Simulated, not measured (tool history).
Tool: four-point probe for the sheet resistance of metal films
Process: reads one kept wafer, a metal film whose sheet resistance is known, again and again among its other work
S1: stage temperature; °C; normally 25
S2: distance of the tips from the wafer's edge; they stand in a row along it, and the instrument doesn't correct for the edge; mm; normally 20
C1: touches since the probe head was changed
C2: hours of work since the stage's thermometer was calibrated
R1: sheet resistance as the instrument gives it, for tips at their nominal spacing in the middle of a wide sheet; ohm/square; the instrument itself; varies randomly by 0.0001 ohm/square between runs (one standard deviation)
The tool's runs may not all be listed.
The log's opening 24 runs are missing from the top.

run 25 hour=356.2 | S1=26 S2=9 | C1=5653 C2=631 | R1=0.506516
run 26 hour=364.8 | S1=22 S2=43 | C1=6113 C2=636 | R1=0.506771
run 27 hour=379.1 | S1=22 S2=43 | C1=6877 C2=645 | R1=0.506697
run 28 hour=393.7 | S1=21 S2=5 | C1=7661 C2=654 | R1=0.50953
run 29 hour=405.9 | S1=21 S2=5 | C1=8309 C2=661 | R1=0.509383
run 30 hour=420.1 | S1=21 S2=5 | C1=9071 C2=669 | R1=0.509548
run 31 hour=429.4 | S1=27 S2=69 | C1=9568 C2=675 | R1=0.505093
run 32 hour=440.9 | S1=21 S2=6 | C1=10178 C2=682 | R1=0.50875
run 33 hour=451 | S1=18 S2=4 | C1=10720 C2=688 | R1=0.511861
run 34 hour=467.2 | S1=27 S2=44 | C1=11584 C2=698 | R1=0.504895
run 35 hour=481 | S1=31 S2=32 | C1=12321 C2=706 | R1=0.503673
run 36 hour=490.9 | S1=22 S2=14 | C1=12852 C2=712 | R1=0.506485
run 37 hour=502.1 | S1=29 S2=3 | C1=13451 C2=719 | R1=0.51154
run 38 hour=521.2 | S1=34 S2=6 | C1=14469 C2=730 | R1=0.504445
run 39 hour=529.2 | S1=22 S2=30 | C1=14898 C2=735 | R1=0.505896
run 40 hour=543.6 | S1=22 S2=30 | C1=15663 C2=744 | R1=0.50601
run 41 hour=558.4 | S1=25 S2=34 | C1=16456 C2=752 | R1=0.505092
run 42 hour=577 | S1=25 S2=34 | C1=17449 C2=764 | R1=0.504779
run 43 hour=590.4 | S1=25 S2=34 | C1=18163 C2=772 | R1=0.50488
run 44 hour=601.2 | S1=22 S2=17 | C1=18744 C2=778 | R1=0.505906
run 45 hour=612.3 | S1=25 S2=18 | C1=19332 C2=785 | R1=0.505019
run 46 hour=624 | S1=25 S2=18 | C1=19957 C2=792 | R1=0.505025

Each row is a separate what-if for the run after 46, all from the same tool condition, not one after another. Results?
run A hour=632.5 | S1=25 S2=4 | C1=20413 C2=797 | R1=?
run B hour=632.5 | S1=24 S2=4 | C1=20413 C2=797 | R1=?
run C hour=632.5 | S1=25 S2=15 | C1=20413 C2=797 | R1=?

run=A R1=0.508981
run=B R1=0.509137
run=C R1=0.505067
The same runs, with their run-to-run variation unchanged, on a tool lacking any hidden condition would have given:
run=A R1=0.509219
run=B R1=0.509374
run=C R1=0.505304
